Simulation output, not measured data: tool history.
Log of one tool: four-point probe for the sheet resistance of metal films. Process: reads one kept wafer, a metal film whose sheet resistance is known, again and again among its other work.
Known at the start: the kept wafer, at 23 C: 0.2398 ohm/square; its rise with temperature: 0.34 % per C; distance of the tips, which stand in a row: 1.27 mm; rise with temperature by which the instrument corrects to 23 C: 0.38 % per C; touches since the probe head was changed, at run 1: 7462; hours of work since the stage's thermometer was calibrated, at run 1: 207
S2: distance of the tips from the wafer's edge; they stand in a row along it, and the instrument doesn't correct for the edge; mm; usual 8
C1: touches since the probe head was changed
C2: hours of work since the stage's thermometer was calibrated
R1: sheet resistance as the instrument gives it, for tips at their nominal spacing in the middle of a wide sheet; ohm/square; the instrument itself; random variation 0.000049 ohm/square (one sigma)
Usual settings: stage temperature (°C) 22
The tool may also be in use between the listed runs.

{"run": 1, "hour": 0.0, "stage temperature (°C)": 22, "S2": 8, "C1": 7462, "C2": 207, "R1": 0.243105}
{"run": 2, "hour": 9.6, "stage temperature (°C)": 22, "S2": 8, "C1": 7836, "C2": 214, "R1": 0.243137}
{"run": 3, "hour": 23.6, "stage temperature (°C)": 22, "S2": 8, "C1": 8385, "C2": 225, "R1": 0.243095}
{"run": 4, "hour": 32.6, "stage temperature (°C)": 22, "S2": 8, "C1": 8735, "C2": 231, "R1": 0.243151}
{"run": 5, "hour": 43.2, "stage temperature (°C)": 22, "S2": 8, "C1": 9149, "C2": 239, "R1": 0.243157}
{"run": 6, "hour": 57.4, "stage temperature (°C)": 22, "S2": 8, "C1": 9702, "C2": 249, "R1": 0.243082}
{"run": 7, "hour": 72.9, "stage temperature (°C)": 22, "S2": 8, "C1": 10309, "C2": 261, "R1": 0.243128}
{"run": 8, "hour": 86.8, "stage temperature (°C)": 22, "S2": 8, "C1": 10851, "C2": 271, "R1": 0.243037}
{"run": 9, "hour": 95.5, "stage temperature (°C)": 22, "S2": 8, "C1": 11191, "C2": 277, "R1": 0.243118}
{"run": 10, "hour": 110.3, "stage temperature (°C)": 22, "S2": 8, "C1": 11767, "C2": 288, "R1": 0.243129}
{"run": 11, "hour": 121.9, "stage temperature (°C)": 22, "S2": 8, "C1": 12220, "C2": 296, "R1": 0.243186}
{"run": 12, "hour": 138.9, "stage temperature (°C)": 22, "S2": 8, "C1": 12887, "C2": 309, "R1": 0.24312}
{"run": 13, "hour": 154.9, "stage temperature (°C)": 21, "S2": 8, "C1": 13509, "C2": 320, "R1": 0.243267}
{"run": 14, "hour": 168.9, "stage temperature (°C)": 22, "S2": 8, "C1": 14056, "C2": 331, "R1": 0.243157}
{"run": 15, "hour": 176.5, "stage temperature (°C)": 25, "S2": 17, "C1": 14354, "C2": 336, "R1": 0.240317}
{"run": 16, "hour": 193.4, "stage temperature (°C)": 23, "S2": 25, "C1": 15014, "C2": 348, "R1": 0.240114}
{"run": 17, "hour": 205.1, "stage temperature (°C)": 23, "S2": 25, "C1": 15470, "C2": 357, "R1": 0.240199}
{"run": 18, "hour": 220.2, "stage temperature (°C)": 26, "S2": 10, "C1": 16061, "C2": 368, "R1": 0.241646}
{"run": 19, "hour": 228.8, "stage temperature (°C)": 26, "S2": 10, "C1": 16394, "C2": 374, "R1": 0.241514}
{"run": 20, "hour": 242.3, "stage temperature (°C)": 26, "S2": 10, "C1": 16923, "C2": 384, "R1": 0.241744}
{"run": 21, "hour": 250.1, "stage temperature (°C)": 30, "S2": 5, "C1": 17227, "C2": 390, "R1": 0.247134}

Forecast run 22:
{"run": 22, "hour": 259.6, "stage temperature (°C)": 30, "S2": 5, "C1": 17599, "C2": 397, "R1": "?"}

R1: 0.247293 ohm/square
Without the tool's hidden state the same run would have given R1 0.247284 ohm/square.
